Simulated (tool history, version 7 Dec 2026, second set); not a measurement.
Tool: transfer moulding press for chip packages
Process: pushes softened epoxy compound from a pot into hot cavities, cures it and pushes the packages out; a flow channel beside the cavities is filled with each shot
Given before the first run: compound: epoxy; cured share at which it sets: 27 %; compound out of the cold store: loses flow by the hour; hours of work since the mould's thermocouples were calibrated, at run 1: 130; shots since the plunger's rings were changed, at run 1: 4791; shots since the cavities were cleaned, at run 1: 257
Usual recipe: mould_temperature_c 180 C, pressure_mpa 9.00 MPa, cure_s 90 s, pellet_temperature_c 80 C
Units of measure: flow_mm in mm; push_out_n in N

| run | day | mould_temperature_c | pressure_mpa | cure_s | pellet_temperature_c | hours of work since the mould's thermocouples were calibrated | shots since the plunger's rings were changed | shots since the cavities were cleaned | incoming compound's hours out of the cold store | flow_mm | push_out_n |
|---|---|---|---|---|---|---|---|---|---|---|---|
| 1 | 0.000 | 180 | 9.00 | 90 | 80 | 130 | 4791 | 257 | 29.7 | 967 | 421 |
| 2 | 0.412 | 180 | 9.00 | 90 | 80 | 137 | 4935 | 401 | 43.4 | 916 | 413 |
| 3 | 0.646 | 180 | 9.00 | 90 | 80 | 141 | 5017 | 483 | 38.0 | 938 | 442 |
| 4 | 0.988 | 180 | 9.00 | 90 | 80 | 146 | 5136 | 602 | 36.9 | 940 | 429 |
| 5 | 1.446 | 180 | 9.00 | 90 | 80 | 154 | 5295 | 761 | 8.6 | 1070 | 447 |
|  | 1.892 | cavities cleaned with cleaning compound and waxed |
| 6 | 1.892 | 180 | 6.94 | 90 | 80 | 160 | 5430 | 0 | 32.7 | 850 | 418 |
| 7 | 2.383 | 180 | 9.00 | 90 | 80 | 168 | 5602 | 172 | 22.2 | 1013 | 419 |
| 8 | 2.625 | 180 | 9.00 | 90 | 80 | 172 | 5687 | 257 | 12.2 | 1042 | 433 |
| 9 | 3.138 | 180 | 9.00 | 90 | 80 | 181 | 5865 | 435 | 37.9 | 932 | 406 |
|  | 3.488 | plunger's sealing rings changed |
| 10 | 3.758 | 180 | 9.00 | 93 | 80 | 189 | 95 | 616 | 29.1 | 981 | 397 |
| 11 | 4.092 | 180 | 9.00 | 90 | 80 | 194 | 211 | 732 | 47.2 | 890 | 433 |
| 12 | 4.321 | 180 | 9.00 | 90 | 80 | 198 | 291 | 812 | 45.1 | 915 | 430 |

Estimate the outcome of run 13 from the log above:
|  | 4.633 | cavities cleaned with cleaning compound and waxed |
| 13 | 4.817 | 173 | 9.00 | 90 | 79 | 205 | 442 | 64 | 14.9 | ? | ? |

For run 13 the tool returned flow_mm 1081 mm, push_out_n 626 N.
Take away the tool's hidden state, keep the run-to-run variation as it was, and the same run would have given flow_mm 1081 mm, push_out_n 624 N.
